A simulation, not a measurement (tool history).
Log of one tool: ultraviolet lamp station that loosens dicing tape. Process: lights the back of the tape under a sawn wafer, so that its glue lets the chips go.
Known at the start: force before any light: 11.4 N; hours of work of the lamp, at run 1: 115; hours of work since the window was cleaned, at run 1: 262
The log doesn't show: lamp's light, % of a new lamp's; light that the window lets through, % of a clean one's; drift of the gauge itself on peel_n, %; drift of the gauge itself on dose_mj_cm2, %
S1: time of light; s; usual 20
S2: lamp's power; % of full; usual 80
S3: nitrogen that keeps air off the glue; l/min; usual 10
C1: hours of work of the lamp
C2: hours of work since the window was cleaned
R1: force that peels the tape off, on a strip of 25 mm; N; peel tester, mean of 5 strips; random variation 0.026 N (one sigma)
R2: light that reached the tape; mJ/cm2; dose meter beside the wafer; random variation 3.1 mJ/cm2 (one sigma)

{"run": 1, "hour": 0.0, "S1": 20, "S2": 80, "S3": 10, "C1": 115, "C2": 262, "R1": 1.723, "R2": 415}
{"run": 2, "hour": 11.4, "S1": 20, "S2": 80, "S3": 6, "C1": 121, "C2": 268, "R1": 2.081, "R2": 412}
{"run": 3, "hour": 18.2, "S1": 20, "S2": 80, "S3": 6, "C1": 125, "C2": 271, "R1": 2.11, "R2": 414}
{"run": 4, "hour": 26.4, "S1": 20, "S2": 80, "S3": 6, "C1": 129, "C2": 276, "R1": 2.124, "R2": 410}
{"run": 5, "hour": 37.9, "S1": 20, "S2": 80, "S3": 10, "C1": 135, "C2": 282, "R1": 1.732, "R2": 411}
{"run": 6, "hour": 52.8, "S1": 20, "S2": 80, "S3": 10, "C1": 143, "C2": 290, "R1": 1.798, "R2": 407}
{"run": 7, "hour": 62.2, "S1": 20, "S2": 80, "S3": 10, "C1": 148, "C2": 295, "R1": 1.699, "R2": 411}
{"run": 8, "hour": 72.7, "S1": 20, "S2": 80, "S3": 10, "C1": 154, "C2": 300, "R1": 1.747, "R2": 405}
{"run": 9, "hour": 86.7, "S1": 20, "S2": 80, "S3": 10, "C1": 161, "C2": 307, "R1": 1.737, "R2": 405}
{"run": 10, "hour": 102.4, "S1": 20, "S2": 80, "S3": 10, "C1": 169, "C2": 316, "R1": 1.824, "R2": 400}
{"hour": 103.7, "done": "window cleaned of glue's vapour"}
{"run": 11, "hour": 115.6, "S1": 20, "S2": 80, "S3": 10, "C1": 176, "C2": 6, "R1": 2.051, "R2": 377}
{"run": 12, "hour": 123.1, "S1": 20, "S2": 80, "S3": 10, "C1": 180, "C2": 10, "R1": 2.068, "R2": 374}
{"run": 13, "hour": 132.9, "S1": 20, "S2": 77, "S3": 10, "C1": 185, "C2": 15, "R1": 2.16, "R2": 365}
{"run": 14, "hour": 140.7, "S1": 26, "S2": 80, "S3": 10, "C1": 189, "C2": 20, "R1": 1.279, "R2": 487}
{"hour": 144.4, "done": "window cleaned of glue's vapour, once more"}
{"run": 15, "hour": 152.0, "S1": 26, "S2": 80, "S3": 8, "C1": 195, "C2": 4, "R1": 0.957, "R2": 585}
{"run": 16, "hour": 158.6, "S1": 26, "S2": 80, "S3": 8, "C1": 198, "C2": 8, "R1": 0.956, "R2": 581}
{"run": 17, "hour": 165.1, "S1": 17, "S2": 80, "S3": 18, "C1": 202, "C2": 11, "R1": 1.65, "R2": 377}
{"run": 18, "hour": 176.3, "S1": 17, "S2": 80, "S3": 18, "C1": 208, "C2": 17, "R1": 1.647, "R2": 379}
{"run": 19, "hour": 190.5, "S1": 20, "S2": 77, "S3": 4, "C1": 215, "C2": 24, "R1": 2.322, "R2": 430}
{"run": 20, "hour": 200.0, "S1": 21, "S2": 96, "S3": 6, "C1": 220, "C2": 29, "R1": 1.207, "R2": 556}
{"run": 21, "hour": 211.7, "S1": 21, "S2": 96, "S3": 6, "C1": 226, "C2": 36, "R1": 1.231, "R2": 554}
{"run": 22, "hour": 219.1, "S1": 21, "S2": 96, "S3": 6, "C1": 230, "C2": 39, "R1": 1.222, "R2": 556}
{"run": 23, "hour": 225.9, "S1": 21, "S2": 96, "S3": 6, "C1": 234, "C2": 43, "R1": 1.229, "R2": 554}
{"run": 24, "hour": 238.7, "S1": 20, "S2": 61, "S3": 8, "C1": 241, "C2": 50, "R1": 2.681, "R2": 331}
{"run": 25, "hour": 253.9, "S1": 20, "S2": 61, "S3": 8, "C1": 249, "C2": 58, "R1": 2.674, "R2": 329}
{"run": 26, "hour": 263.9, "S1": 13, "S2": 65, "S3": 8, "C1": 254, "C2": 63, "R1": 4.168, "R2": 226}
{"run": 27, "hour": 276.8, "S1": 13, "S2": 65, "S3": 8, "C1": 261, "C2": 70, "R1": 4.127, "R2": 224}
{"run": 28, "hour": 285.2, "S1": 13, "S2": 65, "S3": 8, "C1": 265, "C2": 74, "R1": 4.096, "R2": 227}
{"run": 29, "hour": 300.6, "S1": 13, "S2": 65, "S3": 8, "C1": 273, "C2": 83, "R1": 4.254, "R2": 225}
{"run": 30, "hour": 307.5, "S1": 11, "S2": 83, "S3": 4, "C1": 277, "C2": 86, "R1": 4.489, "R2": 244}
{"run": 31, "hour": 314.6, "S1": 11, "S2": 83, "S3": 4, "C1": 281, "C2": 90, "R1": 4.661, "R2": 243}
{"run": 32, "hour": 328.6, "S1": 11, "S2": 83, "S3": 4, "C1": 288, "C2": 97, "R1": 4.667, "R2": 240}

4 ways to go on from here, each from the tool as it stands after run 32. What would each give?
{"run": "A", "hour": 338.6, "S1": 20, "S2": 80, "S3": 5, "C1": 293, "C2": 103, "R1": "?", "R2": "?"}
{"run": "B", "hour": 338.6, "S1": 14, "S2": 77, "S3": 3, "C1": 293, "C2": 103, "R1": "?", "R2": "?"}
{"run": "C", "hour": 338.6, "S1": 20, "S2": 80, "S3": 13, "C1": 293, "C2": 103, "R1": "?", "R2": "?"}
{"run": "D", "hour": 338.6, "S1": 39, "S2": 76, "S3": 6, "C1": 293, "C2": 103, "R1": "?", "R2": "?"}

run=A R1=2.193 R2=422
run=B R1=4.317 R2=277
run=C R1=1.516 R2=421
run=D R1=0.556 R2=780
Without the tool's hidden state the same runs would have given:
run=A R1=1.711 R2=488
run=B R1=3.71 R2=321
run=C R1=1.127 R2=487
run=D R1=0.385 R2=902

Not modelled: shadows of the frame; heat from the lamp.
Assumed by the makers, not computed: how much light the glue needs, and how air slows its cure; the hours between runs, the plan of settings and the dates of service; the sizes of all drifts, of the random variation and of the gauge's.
